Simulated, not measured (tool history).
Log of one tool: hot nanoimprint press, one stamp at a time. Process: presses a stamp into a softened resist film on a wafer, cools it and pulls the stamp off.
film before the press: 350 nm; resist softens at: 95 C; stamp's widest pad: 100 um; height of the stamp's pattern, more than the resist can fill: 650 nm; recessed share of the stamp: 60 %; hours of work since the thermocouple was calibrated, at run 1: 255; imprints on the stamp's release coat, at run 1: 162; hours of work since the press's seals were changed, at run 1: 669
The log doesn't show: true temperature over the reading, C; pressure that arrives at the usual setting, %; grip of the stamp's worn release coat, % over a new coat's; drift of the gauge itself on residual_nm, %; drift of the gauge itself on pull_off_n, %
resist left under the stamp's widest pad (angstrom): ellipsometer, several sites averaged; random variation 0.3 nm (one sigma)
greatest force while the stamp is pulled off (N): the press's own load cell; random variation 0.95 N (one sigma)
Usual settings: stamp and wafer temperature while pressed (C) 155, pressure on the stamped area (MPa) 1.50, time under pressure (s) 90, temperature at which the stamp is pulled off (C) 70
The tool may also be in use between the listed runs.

run,hour,stamp and wafer temperature while pressed (C),pressure on the stamped area (MPa),time under pressure (s),temperature at which the stamp is pulled off (C),hours of work since the thermocouple was calibrated,imprints on the stamp's release coat,hours of work since the press's seals were changed,resist left under the stamp's widest pad (angstrom),greatest force while the stamp is pulled off (N)
1,0.0,155,1.50,90,70,255,162,669,1230,90.8
2,43.7,163,1.50,90,70,274,278,688,877,93.8
# hour 64.4: plate thermocouple calibrated
3,88.9,163,1.50,90,70,11,391,707,922,97.8
# hour 131.2: press's hydraulic seals changed and the load cell set to zero
4,140.8,163,1.50,90,70,30,508,4,900,100.0
5,179.3,163,1.50,90,70,47,611,21,894,99.5
6,221.5,163,1.50,90,70,66,723,40,897,101.2
7,253.2,152,1.50,90,70,80,808,54,1425,100.6
8,296.4,155,1.50,90,70,99,923,73,1247,103.9
9,337.9,155,1.50,90,70,117,1034,91,1241,107.5
# hour 380.4: stamp cleaned and given a new release coat
10,384.6,155,1.50,90,70,135,12,109,1239,89.8
11,428.3,155,1.50,90,70,154,128,128,1234,92.8
12,466.3,155,1.50,138,74,171,230,145,1019,83.7
13,489.2,155,1.50,138,74,181,291,155,1021,83.1
14,510.7,162,1.50,98,74,191,348,165,878,83.5
15,537.1,155,1.81,98,74,202,419,176,1087,85.6
16,557.4,155,1.81,98,74,211,473,185,1082,86.1
17,602.7,167,2.28,98,64,231,594,205,582,112.2
18,641.1,167,2.28,155,68,248,696,222,469,104.7
19,661.7,167,2.28,155,68,257,751,231,467,105.2
20,685.0,155,1.05,90,70,267,813,241,1420,102.1
21,707.6,166,1.57,54,73,277,874,251,950,92.1
# hour 717.4: plate thermocouple calibrated
22,751.5,155,1.07,117,70,15,983,269,1321,106.6

3 ways to go on from here, each from the tool as it stands after run 22. What would each give?
A,795.3,155,1.36,90,61,34,1099,289,?,?
B,795.3,155,1.64,66,66,34,1099,289,?,?
C,795.3,155,1.40,117,70,34,1099,289,?,?

run,resist left under the stamp's widest pad (angstrom),greatest force while the stamp is pulled off (N)
A,1327,136.8
B,1398,120.4
C,1165,106.5
Without the tool's hidden state the same runs would have given:
run,resist left under the stamp's widest pad (angstrom),greatest force while the stamp is pulled off (N)
A,1316,115.6
B,1384,101.8
C,1156,89.9
